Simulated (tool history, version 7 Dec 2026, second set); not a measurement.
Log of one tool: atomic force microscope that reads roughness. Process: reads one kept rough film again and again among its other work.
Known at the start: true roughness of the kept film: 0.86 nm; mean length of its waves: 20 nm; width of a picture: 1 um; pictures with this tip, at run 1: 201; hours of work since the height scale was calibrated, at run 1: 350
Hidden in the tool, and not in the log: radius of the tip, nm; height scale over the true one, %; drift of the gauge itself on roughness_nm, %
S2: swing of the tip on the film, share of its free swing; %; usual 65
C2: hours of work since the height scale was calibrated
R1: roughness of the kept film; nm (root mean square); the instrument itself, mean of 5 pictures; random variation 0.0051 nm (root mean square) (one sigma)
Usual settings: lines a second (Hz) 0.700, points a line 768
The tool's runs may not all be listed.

run 1 hour=0.0 | lines_a_second_(Hz)=0.700 S2=65 points_a_line=768 | pictures_with_this_tip=201 C2=350 | R1=0.752
run 2 hour=33.1 | lines_a_second_(Hz)=0.700 S2=65 points_a_line=768 | pictures_with_this_tip=243 C2=368 | R1=0.742
run 3 hour=62.8 | lines_a_second_(Hz)=0.700 S2=65 points_a_line=976 | pictures_with_this_tip=280 C2=384 | R1=0.738
run 4 hour=101.8 | lines_a_second_(Hz)=0.700 S2=65 points_a_line=841 | pictures_with_this_tip=329 C2=405 | R1=0.727
run 5 hour=138.7 | lines_a_second_(Hz)=0.700 S2=70 points_a_line=841 | pictures_with_this_tip=376 C2=425 | R1=0.718
-- hour=142.4 new tip fitted
run 6 hour=169.6 | lines_a_second_(Hz)=0.700 S2=70 points_a_line=544 | pictures_with_this_tip=34 C2=441 | R1=0.787
run 7 hour=206.8 | lines_a_second_(Hz)=0.700 S2=70 points_a_line=544 | pictures_with_this_tip=81 C2=461 | R1=0.781
run 8 hour=233.7 | lines_a_second_(Hz)=0.700 S2=70 points_a_line=544 | pictures_with_this_tip=115 C2=476 | R1=0.769
run 9 hour=270.4 | lines_a_second_(Hz)=0.700 S2=70 points_a_line=544 | pictures_with_this_tip=161 C2=496 | R1=0.755
run 10 hour=304.8 | lines_a_second_(Hz)=0.700 S2=70 points_a_line=544 | pictures_with_this_tip=204 C2=514 | R1=0.746
-- hour=308.4 height scale calibrated on a step standard
run 11 hour=339.5 | lines_a_second_(Hz)=1.202 S2=72 points_a_line=634 | pictures_with_this_tip=246 C2=17 | R1=0.717

The next listed run, before its measurement:
run 12 hour=363.9 | lines_a_second_(Hz)=0.700 S2=65 points_a_line=361 | pictures_with_this_tip=277 C2=30 | R1=?

Run 12 gave R1 0.725 nm (root mean square).
Without the tool's hidden state the same run would have given R1 0.797 nm (root mean square).
